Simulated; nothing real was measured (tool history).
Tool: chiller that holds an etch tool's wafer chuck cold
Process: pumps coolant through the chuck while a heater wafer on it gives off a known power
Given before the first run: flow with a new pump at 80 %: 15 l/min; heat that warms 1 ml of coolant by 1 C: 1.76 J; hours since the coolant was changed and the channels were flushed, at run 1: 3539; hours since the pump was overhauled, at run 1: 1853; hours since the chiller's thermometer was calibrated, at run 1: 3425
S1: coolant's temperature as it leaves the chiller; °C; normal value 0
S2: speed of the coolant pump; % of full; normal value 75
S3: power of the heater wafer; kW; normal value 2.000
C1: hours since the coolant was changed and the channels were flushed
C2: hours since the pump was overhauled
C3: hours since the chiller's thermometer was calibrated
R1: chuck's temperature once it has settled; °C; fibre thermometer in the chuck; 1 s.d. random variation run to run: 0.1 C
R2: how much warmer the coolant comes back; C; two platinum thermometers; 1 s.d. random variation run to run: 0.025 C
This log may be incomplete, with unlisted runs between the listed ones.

{"run": 1, "day": 0.0, "S1": 0, "S2": 75, "S3": 2.0, "C1": 3539, "C2": 1853, "C3": 3425, "R1": 16.7, "R2": 4.85}
{"run": 2, "day": 1.858, "S1": 0, "S2": 72, "S3": 2.0, "C1": 3583, "C2": 1897, "C3": 3469, "R1": 17.1, "R2": 5.11}
{"run": 3, "day": 3.125, "S1": 0, "S2": 72, "S3": 2.0, "C1": 3614, "C2": 1928, "C3": 3500, "R1": 17.0, "R2": 5.07}
{"run": 4, "day": 4.262, "S1": 0, "S2": 72, "S3": 2.0, "C1": 3641, "C2": 1955, "C3": 3527, "R1": 16.9, "R2": 5.09}
{"run": 5, "day": 5.238, "S1": 0, "S2": 75, "S3": 2.0, "C1": 3665, "C2": 1978, "C3": 3551, "R1": 16.8, "R2": 4.88}
{"run": 6, "day": 6.971, "S1": 0, "S2": 75, "S3": 2.0, "C1": 3706, "C2": 2020, "C3": 3592, "R1": 16.7, "R2": 4.89}
{"run": 7, "day": 8.479, "S1": 0, "S2": 75, "S3": 2.0, "C1": 3742, "C2": 2056, "C3": 3628, "R1": 16.6, "R2": 4.88}
{"run": 8, "day": 10.108, "S1": 0, "S2": 75, "S3": 2.0, "C1": 3781, "C2": 2095, "C3": 3667, "R1": 16.6, "R2": 4.88}
{"run": 9, "day": 12.075, "S1": 0, "S2": 75, "S3": 1.868, "C1": 3829, "C2": 2143, "C3": 3715, "R1": 15.5, "R2": 4.6}
{"run": 10, "day": 13.946, "S1": 0, "S2": 75, "S3": 1.868, "C1": 3874, "C2": 2187, "C3": 3760, "R1": 15.4, "R2": 4.56}
{"run": 11, "day": 15.442, "S1": 0, "S2": 75, "S3": 1.868, "C1": 3909, "C2": 2223, "C3": 3795, "R1": 15.4, "R2": 4.58}
{"run": 12, "day": 16.933, "S1": 0, "S2": 75, "S3": 1.868, "C1": 3945, "C2": 2259, "C3": 3831, "R1": 15.6, "R2": 4.56}
{"run": 13, "day": 18.529, "S1": 0, "S2": 75, "S3": 1.415, "C1": 3984, "C2": 2297, "C3": 3869, "R1": 11.7, "R2": 3.43}
{"run": 14, "day": 19.55, "S1": 0, "S2": 75, "S3": 1.415, "C1": 4008, "C2": 2322, "C3": 3894, "R1": 11.6, "R2": 3.47}
{"run": 15, "day": 20.762, "S1": -8, "S2": 75, "S3": 2.085, "C1": 4037, "C2": 2351, "C3": 3923, "R1": 9.1, "R2": 5.11}
{"run": 16, "day": 22.367, "S1": 8, "S2": 61, "S3": 1.917, "C1": 4076, "C2": 2390, "C3": 3962, "R1": 26.4, "R2": 5.79}
{"run": 17, "day": 23.592, "S1": 8, "S2": 61, "S3": 1.917, "C1": 4105, "C2": 2419, "C3": 3991, "R1": 26.3, "R2": 5.78}
{"run": 18, "day": 24.825, "S1": 3, "S2": 92, "S3": 2.054, "C1": 4135, "C2": 2449, "C3": 4021, "R1": 17.8, "R2": 4.05}
{"run": 19, "day": 26.638, "S1": 1, "S2": 74, "S3": 2.402, "C1": 4178, "C2": 2492, "C3": 4064, "R1": 21.1, "R2": 5.93}
{"run": 20, "day": 28.517, "S1": 1, "S2": 74, "S3": 2.402, "C1": 4223, "C2": 2537, "C3": 4109, "R1": 21.0, "R2": 5.98}
{"run": 21, "day": 30.471, "S1": 1, "S2": 74, "S3": 2.402, "C1": 4270, "C2": 2584, "C3": 4156, "R1": 21.2, "R2": 5.92}
{"run": 22, "day": 32.429, "S1": 1, "S2": 74, "S3": 2.402, "C1": 4317, "C2": 2631, "C3": 4203, "R1": 21.1, "R2": 5.94}
{"run": 23, "day": 33.288, "S1": -3, "S2": 77, "S3": 1.34, "C1": 4338, "C2": 2652, "C3": 4224, "R1": 7.8, "R2": 3.17}

Each row is a separate what-if for the run after 23, all from the same tool condition, not one after another. Results?
{"run": "A", "day": 34.467, "S1": -3, "S2": 77, "S3": 1.113, "C1": 4366, "C2": 2680, "C3": 4252, "R1": "?", "R2": "?"}
{"run": "B", "day": 34.467, "S1": -3, "S2": 86, "S3": 1.34, "C1": 4366, "C2": 2680, "C3": 4252, "R1": "?", "R2": "?"}
{"run": "C", "day": 34.467, "S1": 1, "S2": 77, "S3": 2.929, "C1": 4366, "C2": 2680, "C3": 4252, "R1": "?", "R2": "?"}
{"run": "D", "day": 34.467, "S1": -8, "S2": 93, "S3": 2.004, "C1": 4366, "C2": 2680, "C3": 4252, "R1": "?", "R2": "?"}

run=A R1=6.2 R2=2.63
run=B R1=7.3 R2=2.83
run=C R1=24.9 R2=6.96
run=D R1=6.4 R2=3.91
Stripped of hidden state, with their random variation kept, the same runs would have yielded:
run=A R1=6.2 R2=2.63
run=B R1=7.3 R2=2.83
run=C R1=24.9 R2=6.96
run=D R1=6.4 R2=3.90
